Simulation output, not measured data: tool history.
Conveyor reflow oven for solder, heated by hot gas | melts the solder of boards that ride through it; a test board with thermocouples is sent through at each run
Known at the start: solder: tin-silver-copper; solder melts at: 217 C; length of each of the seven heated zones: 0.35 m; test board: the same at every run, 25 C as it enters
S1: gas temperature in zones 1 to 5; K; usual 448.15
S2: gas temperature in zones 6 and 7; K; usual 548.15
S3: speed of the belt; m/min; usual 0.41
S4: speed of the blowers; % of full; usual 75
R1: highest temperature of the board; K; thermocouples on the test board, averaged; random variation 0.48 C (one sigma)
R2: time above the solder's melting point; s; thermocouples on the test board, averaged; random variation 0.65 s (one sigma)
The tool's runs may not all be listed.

run	hour	S1	S2	S3	S4	R1	R2
1	0	448.15	548.15	0.41	75	533.95	85.8
2	39.2	448.15	548.15	0.41	75	533.45	84.5
3	115.1	448.15	548.15	0.41	75	533.05	84.7
# hour 133.4: flux residue cleaned out of gas plates and filters
4	166.6	448.15	548.15	0.41	75	534.55	88
5	206	448.15	548.15	0.41	75	534.35	86.7
6	258.7	448.15	548.15	0.41	75	533.55	87.5
7	306.1	448.15	542.15	0.41	75	527.65	82.3
8	346.7	448.15	542.15	0.41	75	528.85	82.3
9	409	448.15	548.15	0.41	75	533.55	86
10	453.2	448.15	548.15	0.41	75	532.45	85.5
11	486.9	448.15	548.15	0.41	75	532.75	84.8
# hour 567.9: flux residue cleaned out of gas plates and filters
12	573.2	448.15	550.15	0.41	75	536.25	89.4
13	634	448.15	550.15	0.41	75	535.05	88.7
14	688.3	448.15	550.15	0.41	75	535.15	87.4
# hour 718.4: thermocouples of zones 6 and 7 changed
15	747.2	448.15	550.15	0.41	69	536.35	87.6
16	816.3	435.15	555.15	0.433	56	533.15	74.2
17	882.4	453.15	548.15	0.41	79	534.95	90.1
18	922.8	453.15	548.15	0.41	79	535.35	89.6
19	986.3	453.15	548.15	0.41	79	534.85	90.4
# hour 1003.5: flux residue cleaned out of gas plates and filters
20	1038.7	448.15	548.15	0.41	70	534.25	87.3
21	1075	448.15	548.15	0.41	70	533.65	86.2
22	1119.9	451.15	548.15	0.41	87	535.75	90.6
23	1162	459.15	548.15	0.41	57	532.45	91
24	1222.9	448.15	548.15	0.34	55	535.95	107.3
25	1270.5	448.15	553.15	0.41	64	537.05	90
26	1323.1	448.15	549.15	0.41	77	534.05	89.2
27	1357.4	434.15	546.15	0.405	76	529.75	79.7
28	1422.2	434.15	538.15	0.337	76	526.95	94.5
# hour 1437.2: flux residue cleaned out of gas plates and filters
29	1499.1	434.15	538.15	0.388	76	525.05	79.5

The next listed run, before its measurement:
30	1536.1	448.15	552.15	0.41	55	?	?

{"run 30": {"R1": 534.75, "R2": 86.5}}
Without the tool's hidden state the same run would have given R1 536.15 K, R2 85.4 s.

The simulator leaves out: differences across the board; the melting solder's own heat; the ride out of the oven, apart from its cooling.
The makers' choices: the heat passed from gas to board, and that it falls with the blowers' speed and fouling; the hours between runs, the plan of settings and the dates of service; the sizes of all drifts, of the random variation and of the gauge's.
